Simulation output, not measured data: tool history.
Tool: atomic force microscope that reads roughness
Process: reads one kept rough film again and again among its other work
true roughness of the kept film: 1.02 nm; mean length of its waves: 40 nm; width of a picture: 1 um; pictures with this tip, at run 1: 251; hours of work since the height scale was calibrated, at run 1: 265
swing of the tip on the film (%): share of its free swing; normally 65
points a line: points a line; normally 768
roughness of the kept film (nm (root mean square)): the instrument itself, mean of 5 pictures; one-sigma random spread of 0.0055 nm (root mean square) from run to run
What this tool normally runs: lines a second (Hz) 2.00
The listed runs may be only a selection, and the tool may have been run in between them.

run	hour	lines a second (Hz)	swing of the tip on the film (%)	points a line	pictures with this tip	hours of work since the height scale was calibrated	roughness of the kept film (nm (root mean square))
1	0.0	2.00	65	768	251	265	0.909
2	11.0	2.00	65	768	274	272	0.900
3	21.9	2.00	65	371	296	278	0.894
4	33.1	2.00	65	371	318	285	0.895
5	44.2	2.00	65	371	341	291	0.891
6	51.0	2.00	65	371	355	295	0.893
# hour 60.5: new tip fitted
7	61.7	2.00	65	371	3	301	0.939
8	67.3	2.00	65	768	14	305	0.944
9	78.7	2.00	65	768	37	312	0.941
10	88.5	2.00	65	578	57	317	0.939
11	96.4	1.51	65	765	73	322	0.948
12	102.1	2.84	65	765	85	325	0.919
13	109.7	1.03	65	765	100	330	0.948
# hour 111.3: height scale calibrated on a step standard
14	122.4	1.71	87	387	124	7	0.848
15	130.0	0.65	87	831	140	11	0.924
16	136.1	0.65	87	831	152	15	0.931
17	146.1	3.78	75	845	172	21	0.823
18	152.6	3.78	75	845	186	25	0.821
19	162.9	2.00	56	768	207	31	0.938

Run 20 is up next; what results do you expect?
# hour 166.4: height scale calibrated on a step standard, once more
20	169.7	2.00	56	768	218	2	?

{"run 20": {"roughness of the kept film (nm (root mean square))": 0.931}}
Had the tool carried no hidden state, the very same run would have given roughness of the kept film (nm (root mean square)) 0.967.
